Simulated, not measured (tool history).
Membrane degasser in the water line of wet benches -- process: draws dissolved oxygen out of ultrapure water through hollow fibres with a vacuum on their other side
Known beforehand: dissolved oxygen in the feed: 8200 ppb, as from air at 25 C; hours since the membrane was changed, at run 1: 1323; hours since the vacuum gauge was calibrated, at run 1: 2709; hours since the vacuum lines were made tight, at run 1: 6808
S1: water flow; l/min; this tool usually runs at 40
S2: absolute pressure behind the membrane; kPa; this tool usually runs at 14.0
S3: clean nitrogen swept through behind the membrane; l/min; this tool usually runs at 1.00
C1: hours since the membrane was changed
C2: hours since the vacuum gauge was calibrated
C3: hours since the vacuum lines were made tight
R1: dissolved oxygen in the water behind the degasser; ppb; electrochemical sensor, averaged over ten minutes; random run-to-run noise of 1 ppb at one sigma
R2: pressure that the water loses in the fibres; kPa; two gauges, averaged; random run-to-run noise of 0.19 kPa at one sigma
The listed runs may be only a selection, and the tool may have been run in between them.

run,hour,S1,S2,S3,C1,C2,C3,R1,R2
1,0.0,40,14.0,1.00,1323,2709,6808,802.5,37.60
2,50.8,40,14.0,1.00,1374,2760,6858,801.3,37.59
3,80.3,40,14.0,1.00,1403,2790,6888,802.5,37.72
4,114.7,40,14.0,1.00,1438,2824,6922,800.2,37.88
5,147.7,40,14.0,2.17,1471,2857,6955,432.5,37.28
6,188.2,50,14.0,2.17,1511,2898,6996,526.8,47.15
7,240.5,40,14.0,1.00,1563,2950,7048,796.9,37.92
8,290.7,40,14.0,1.00,1614,3000,7098,798.0,37.39
9,333.0,40,14.0,1.00,1656,3043,7141,795.6,37.47
10,378.7,40,14.0,1.00,1702,3088,7186,793.8,37.47
11,414.5,57,14.0,1.00,1738,3124,7222,1035.2,53.67
12,449.9,54,14.0,1.00,1773,3159,7257,990.8,50.84
13,502.9,44,14.0,1.00,1826,3212,7310,851.4,41.52
14,529.6,44,14.0,1.00,1853,3239,7337,849.5,41.45
15,565.7,40,14.0,1.00,1889,3275,7373,788.1,37.43
16,627.2,40,14.0,1.00,1950,3337,7435,788.8,37.54
17,660.9,52,12.2,0.97,1984,3370,7468,830.4,49.17
18,704.9,31,14.0,0.86,2028,3414,7512,725.6,29.12
19,752.2,31,29.7,1.15,2075,3462,7560,1290.1,29.09
# hour 793.2: gauge calibrated
20,811.3,50,31.8,0.47,2134,3521,7619,3278.1,47.21
21,863.3,40,34.7,1.00,2186,3573,7671,2006.3,37.46
22,911.5,40,30.2,1.00,2234,3621,7719,1774.9,37.36
23,939.4,27,14.0,2.55,2262,3649,7747,261.8,25.49
24,988.8,40,17.7,1.00,2312,3698,7796,1043.8,37.69
25,1048.6,34,14.0,1.00,2372,3758,7856,701.7,31.81
26,1102.0,34,14.0,1.00,2425,3811,7909,702.6,31.96
27,1132.3,34,21.6,1.61,2455,3842,7940,785.0,32.13
28,1186.0,28,17.7,1.00,2509,3896,7994,788.6,26.15
29,1250.9,29,14.0,1.14,2574,3960,8058,553.8,27.10
30,1286.8,29,14.0,1.14,2610,3996,8094,554.8,27.08
# hour 1320.0: vacuum gauge calibrated
31,1320.0,40,14.0,1.19,2642,0,8127,693.4,37.68

Here are 4 independent what-if runs from the current tool condition. What would each one return?
A,1380.7,40,27.2,1.75,2703,61,8188,?,?
B,1380.7,49,22.6,0.56,2703,61,8188,?,?
C,1380.7,29,15.1,1.00,2703,61,8188,?,?
D,1380.7,40,14.0,0.64,2703,61,8188,?,?

run,R1,R2
A,1052.2,37.65
B,2188.9,45.78
C,671.9,27.31
D,1080.5,37.48
Stripped of hidden state, with their random variation kept, the same runs would have yielded:
run,R1,R2
A,1070.6,37.63
B,2227.7,45.76
C,683.7,27.30
D,1099.7,37.46

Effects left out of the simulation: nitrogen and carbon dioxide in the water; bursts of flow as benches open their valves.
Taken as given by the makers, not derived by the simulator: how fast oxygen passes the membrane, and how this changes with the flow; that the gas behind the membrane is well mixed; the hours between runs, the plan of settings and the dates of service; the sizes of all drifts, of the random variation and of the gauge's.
